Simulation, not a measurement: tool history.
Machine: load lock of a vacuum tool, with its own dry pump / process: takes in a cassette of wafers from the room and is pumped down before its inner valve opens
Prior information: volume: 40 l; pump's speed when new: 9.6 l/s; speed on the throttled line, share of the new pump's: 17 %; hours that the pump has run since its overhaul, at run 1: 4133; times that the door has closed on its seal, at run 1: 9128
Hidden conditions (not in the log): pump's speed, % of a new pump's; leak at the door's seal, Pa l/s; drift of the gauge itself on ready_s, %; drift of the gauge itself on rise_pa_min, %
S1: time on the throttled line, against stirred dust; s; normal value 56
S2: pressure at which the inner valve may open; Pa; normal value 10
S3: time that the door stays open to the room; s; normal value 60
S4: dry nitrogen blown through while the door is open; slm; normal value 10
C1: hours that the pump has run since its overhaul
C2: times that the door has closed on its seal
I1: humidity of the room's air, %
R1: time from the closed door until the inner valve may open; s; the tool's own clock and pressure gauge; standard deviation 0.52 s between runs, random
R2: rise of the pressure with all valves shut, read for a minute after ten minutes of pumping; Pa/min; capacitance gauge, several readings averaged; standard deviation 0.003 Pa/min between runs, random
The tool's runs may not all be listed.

run 1 hour=0.0 | S1=56 S2=10 S3=60 S4=10 | C1=4133 C2=9128 | I1=44.3 | R1=87.7 R2=0.107
run 2 hour=125.5 | S1=56 S2=10 S3=60 S4=10 | C1=4259 C2=9259 | I1=45.2 | R1=87.8 R2=0.106
run 3 hour=235.7 | S1=56 S2=10 S3=60 S4=10 | C1=4369 C2=9374 | I1=50.3 | R1=88.2 R2=0.117
run 4 hour=291.8 | S1=56 S2=10 S3=60 S4=10 | C1=4425 C2=9433 | I1=44.5 | R1=87.4 R2=0.106
run 5 hour=360.8 | S1=56 S2=10 S3=42 S4=10 | C1=4494 C2=9505 | I1=45.7 | R1=87.3 R2=0.100
run 6 hour=438.1 | S1=56 S2=10 S3=42 S4=10 | C1=4571 C2=9586 | I1=46.8 | R1=88.1 R2=0.101
run 7 hour=494.8 | S1=56 S2=10 S3=42 S4=10 | C1=4628 C2=9645 | I1=42.1 | R1=88.1 R2=0.099
run 8 hour=611.3 | S1=56 S2=10 S3=60 S4=10 | C1=4745 C2=9767 | I1=44.3 | R1=88.2 R2=0.109
run 9 hour=668.5 | S1=56 S2=10 S3=60 S4=10 | C1=4802 C2=9827 | I1=42.4 | R1=88.0 R2=0.114
run 10 hour=744.4 | S1=56 S2=10 S3=60 S4=4 | C1=4878 C2=9906 | I1=48.4 | R1=88.3 R2=0.123
run 11 hour=804.1 | S1=56 S2=7 S3=60 S4=4 | C1=4937 C2=9969 | I1=49.4 | R1=89.7 R2=0.134
run 12 hour=881.8 | S1=56 S2=7 S3=60 S4=4 | C1=5015 C2=10050 | I1=47.9 | R1=89.6 R2=0.125
run 13 hour=942.1 | S1=56 S2=10 S3=60 S4=15 | C1=5075 C2=10113 | I1=46.5 | R1=88.8 R2=0.109
run 14 hour=1002.1 | S1=56 S2=10 S3=60 S4=15 | C1=5135 C2=10176 | I1=44.5 | R1=88.5 R2=0.110
run 15 hour=1097.7 | S1=84 S2=10 S3=60 S4=10 | C1=5231 C2=10276 | I1=43.0 | R1=111.0 R2=0.112
run 16 hour=1156.1 | S1=84 S2=10 S3=60 S4=10 | C1=5289 C2=10337 | I1=43.6 | R1=110.7 R2=0.117
run 17 hour=1274.6 | S1=84 S2=10 S3=60 S4=10 | C1=5408 C2=10460 | I1=49.2 | R1=111.6 R2=0.121
run 18 hour=1391.9 | S1=84 S2=8 S3=60 S4=10 | C1=5525 C2=10583 | I1=47.0 | R1=110.8 R2=0.119
run 19 hour=1461.0 | S1=56 S2=10 S3=63 S4=10 | C1=5594 C2=10655 | I1=45.3 | R1=89.2 R2=0.117
run 20 hour=1554.7 | S1=31 S2=10 S3=60 S4=5 | C1=5688 C2=10753 | I1=49.8 | R1=67.9 R2=0.132
run 21 hour=1662.7 | S1=31 S2=10 S3=60 S4=5 | C1=5796 C2=10866 | I1=44.8 | R1=68.0 R2=0.127
run 22 hour=1762.2 | S1=44 S2=14 S3=77 S4=6 | C1=5895 C2=10970 | I1=45.4 | R1=77.7 R2=0.137
run 23 hour=1889.9 | S1=56 S2=9 S3=60 S4=25 | C1=6023 C2=11104 | I1=44.2 | R1=88.7 R2=0.107
run 24 hour=1998.8 | S1=75 S2=10 S3=60 S4=10 | C1=6132 C2=11218 | I1=42.5 | R1=103.7 R2=0.119
run 25 hour=2074.4 | S1=44 S2=10 S3=60 S4=10 | C1=6208 C2=11297 | I1=44.1 | R1=79.4 R2=0.124
run 26 hour=2160.5 | S1=44 S2=10 S3=60 S4=10 | C1=6294 C2=11387 | I1=45.7 | R1=78.9 R2=0.124
run 27 hour=2237.3 | S1=44 S2=10 S3=60 S4=10 | C1=6371 C2=11467 | I1=46.9 | R1=78.1 R2=0.131
run 28 hour=2366.7 | S1=44 S2=10 S3=60 S4=10 | C1=6500 C2=11602 | I1=45.2 | R1=79.4 R2=0.128
run 29 hour=2464.5 | S1=39 S2=10 S3=60 S4=10 | C1=6598 C2=11705 | I1=45.4 | R1=75.4 R2=0.128
run 30 hour=2586.3 | S1=56 S2=10 S3=140 S4=14 | C1=6720 C2=11832 | I1=43.7 | R1=89.3 R2=0.159
run 31 hour=2658.1 | S1=60 S2=10 S3=229 S4=10 | C1=6791 C2=11907 | I1=47.2 | R1=92.9 R2=0.216
run 32 hour=2784.8 | S1=56 S2=19 S3=87 S4=10 | C1=6918 C2=12039 | I1=41.4 | R1=85.1 R2=0.142
run 33 hour=2856.7 | S1=47 S2=19 S3=87 S4=8 | C1=6990 C2=12114 | I1=46.2 | R1=79.4 R2=0.155
run 34 hour=2965.8 | S1=47 S2=19 S3=87 S4=8 | C1=7099 C2=12229 | I1=47.0 | R1=79.1 R2=0.159
run 35 hour=3079.0 | S1=56 S2=8 S3=60 S4=19 | C1=7212 C2=12347 | I1=44.2 | R1=90.4 R2=0.118
run 36 hour=3177.7 | S1=108 S2=10 S3=60 S4=10 | C1=7311 C2=12450 | I1=41.9 | R1=131.9 R2=0.132
run 37 hour=3306.9 | S1=69 S2=10 S3=60 S4=32 | C1=7440 C2=12585 | I1=38.4 | R1=100.3 R2=0.107
run 38 hour=3367.2 | S1=45 S2=10 S3=60 S4=16 | C1=7500 C2=12648 | I1=46.9 | R1=80.2 R2=0.133

Forecast each of these 3 alternatives for the next run:
run A hour=3488.4 | S1=45 S2=9 S3=205 S4=39 | C1=7622 C2=12775 | I1=44.4 | R1=? R2=?
run B hour=3488.4 | S1=45 S2=10 S3=38 S4=12 | C1=7622 C2=12775 | I1=47.0 | R1=? R2=?
run C hour=3488.4 | S1=56 S2=10 S3=60 S4=12 | C1=7622 C2=12775 | I1=44.1 | R1=? R2=?

run=A R1=81.0 R2=0.142
run=B R1=80.8 R2=0.124
run=C R1=88.9 R2=0.133
Had the tool no hidden state, the same runs would have come out as:
run=A R1=76.7 R2=0.058
run=B R1=76.5 R2=0.041
run=C R1=84.9 R2=0.050

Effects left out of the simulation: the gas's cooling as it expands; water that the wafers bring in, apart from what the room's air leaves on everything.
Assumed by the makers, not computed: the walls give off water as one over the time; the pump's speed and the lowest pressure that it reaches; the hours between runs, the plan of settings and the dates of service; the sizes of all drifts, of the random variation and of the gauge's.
